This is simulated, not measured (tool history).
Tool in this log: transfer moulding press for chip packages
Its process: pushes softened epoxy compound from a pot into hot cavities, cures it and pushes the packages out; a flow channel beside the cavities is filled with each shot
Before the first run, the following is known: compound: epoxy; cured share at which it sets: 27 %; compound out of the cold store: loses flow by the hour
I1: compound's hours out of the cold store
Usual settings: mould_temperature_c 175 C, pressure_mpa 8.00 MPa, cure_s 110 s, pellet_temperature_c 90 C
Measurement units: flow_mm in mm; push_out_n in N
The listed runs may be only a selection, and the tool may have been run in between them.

{"run": 1, "hour": 0.0, "mould_temperature_c": 175, "pressure_mpa": 8.0, "cure_s": 110, "pellet_temperature_c": 90, "I1": 46.2, "flow_mm": 695, "push_out_n": 486}
{"run": 2, "hour": 9.2, "mould_temperature_c": 175, "pressure_mpa": 8.0, "cure_s": 110, "pellet_temperature_c": 90, "I1": 12.9, "flow_mm": 792, "push_out_n": 577}
{"run": 3, "hour": 20.4, "mould_temperature_c": 175, "pressure_mpa": 8.0, "cure_s": 119, "pellet_temperature_c": 90, "I1": 41.8, "flow_mm": 704, "push_out_n": 506}
{"run": 4, "hour": 30.7, "mould_temperature_c": 175, "pressure_mpa": 8.0, "cure_s": 119, "pellet_temperature_c": 90, "I1": 47.7, "flow_mm": 689, "push_out_n": 511}
{"run": 5, "hour": 38.2, "mould_temperature_c": 175, "pressure_mpa": 8.0, "cure_s": 119, "pellet_temperature_c": 90, "I1": 31.3, "flow_mm": 732, "push_out_n": 537}
{"run": 6, "hour": 47.7, "mould_temperature_c": 175, "pressure_mpa": 8.0, "cure_s": 119, "pellet_temperature_c": 90, "I1": 17.1, "flow_mm": 774, "push_out_n": 578}
{"run": 7, "hour": 53.5, "mould_temperature_c": 175, "pressure_mpa": 8.0, "cure_s": 113, "pellet_temperature_c": 90, "I1": 41.4, "flow_mm": 703, "push_out_n": 607}
{"run": 8, "hour": 63.9, "mould_temperature_c": 175, "pressure_mpa": 8.0, "cure_s": 112, "pellet_temperature_c": 90, "I1": 30.9, "flow_mm": 728, "push_out_n": 670}
{"hour": 71.4, "done": "cavities cleaned with cleaning compound and waxed"}
{"run": 9, "hour": 73.8, "mould_temperature_c": 175, "pressure_mpa": 8.0, "cure_s": 112, "pellet_temperature_c": 90, "I1": 27.8, "flow_mm": 740, "push_out_n": 823}
{"run": 10, "hour": 81.7, "mould_temperature_c": 175, "pressure_mpa": 8.0, "cure_s": 112, "pellet_temperature_c": 90, "I1": 29.1, "flow_mm": 735, "push_out_n": 789}
{"run": 11, "hour": 87.6, "mould_temperature_c": 175, "pressure_mpa": 8.0, "cure_s": 112, "pellet_temperature_c": 90, "I1": 18.7, "flow_mm": 766, "push_out_n": 823}
{"run": 12, "hour": 94.9, "mould_temperature_c": 175, "pressure_mpa": 8.0, "cure_s": 112, "pellet_temperature_c": 90, "I1": 28.4, "flow_mm": 739, "push_out_n": 777}
{"run": 13, "hour": 105.3, "mould_temperature_c": 175, "pressure_mpa": 8.0, "cure_s": 112, "pellet_temperature_c": 90, "I1": 37.4, "flow_mm": 710, "push_out_n": 776}
{"hour": 113.2, "done": "cavities cleaned with cleaning compound and waxed, once more"}
{"run": 14, "hour": 113.2, "mould_temperature_c": 175, "pressure_mpa": 8.0, "cure_s": 112, "pellet_temperature_c": 90, "I1": 32.5, "flow_mm": 725, "push_out_n": 412}
{"run": 15, "hour": 119.2, "mould_temperature_c": 175, "pressure_mpa": 8.0, "cure_s": 110, "pellet_temperature_c": 90, "I1": 40.1, "flow_mm": 702, "push_out_n": 482}
{"run": 16, "hour": 131.6, "mould_temperature_c": 175, "pressure_mpa": 8.0, "cure_s": 110, "pellet_temperature_c": 90, "I1": 32.9, "flow_mm": 714, "push_out_n": 512}
{"run": 17, "hour": 139.7, "mould_temperature_c": 169, "pressure_mpa": 8.0, "cure_s": 110, "pellet_temperature_c": 90, "I1": 16.2, "flow_mm": 793, "push_out_n": 957}
{"run": 18, "hour": 145.0, "mould_temperature_c": 169, "pressure_mpa": 8.0, "cure_s": 110, "pellet_temperature_c": 90, "I1": 8.6, "flow_mm": 816, "push_out_n": 1001}
{"run": 19, "hour": 152.1, "mould_temperature_c": 181, "pressure_mpa": 9.71, "cure_s": 110, "pellet_temperature_c": 96, "I1": 28.7, "flow_mm": 783, "push_out_n": 442}
{"run": 20, "hour": 162.0, "mould_temperature_c": 171, "pressure_mpa": 8.0, "cure_s": 133, "pellet_temperature_c": 90, "I1": 19.7, "flow_mm": 770, "push_out_n": 560}
{"run": 21, "hour": 174.2, "mould_temperature_c": 183, "pressure_mpa": 8.0, "cure_s": 121, "pellet_temperature_c": 96, "I1": 41.7, "flow_mm": 667, "push_out_n": 417}

Expected results for the next run?
{"run": 22, "hour": 182.3, "mould_temperature_c": 180, "pressure_mpa": 9.16, "cure_s": 115, "pellet_temperature_c": 96, "I1": 35.5, "flow_mm": "?", "push_out_n": "?"}

Run 22 yielded flow_mm 739 mm, push_out_n 451 N.
On a tool with no hidden condition, and with the same random variation, this run would have come out at flow_mm 757 mm, push_out_n 294 N.

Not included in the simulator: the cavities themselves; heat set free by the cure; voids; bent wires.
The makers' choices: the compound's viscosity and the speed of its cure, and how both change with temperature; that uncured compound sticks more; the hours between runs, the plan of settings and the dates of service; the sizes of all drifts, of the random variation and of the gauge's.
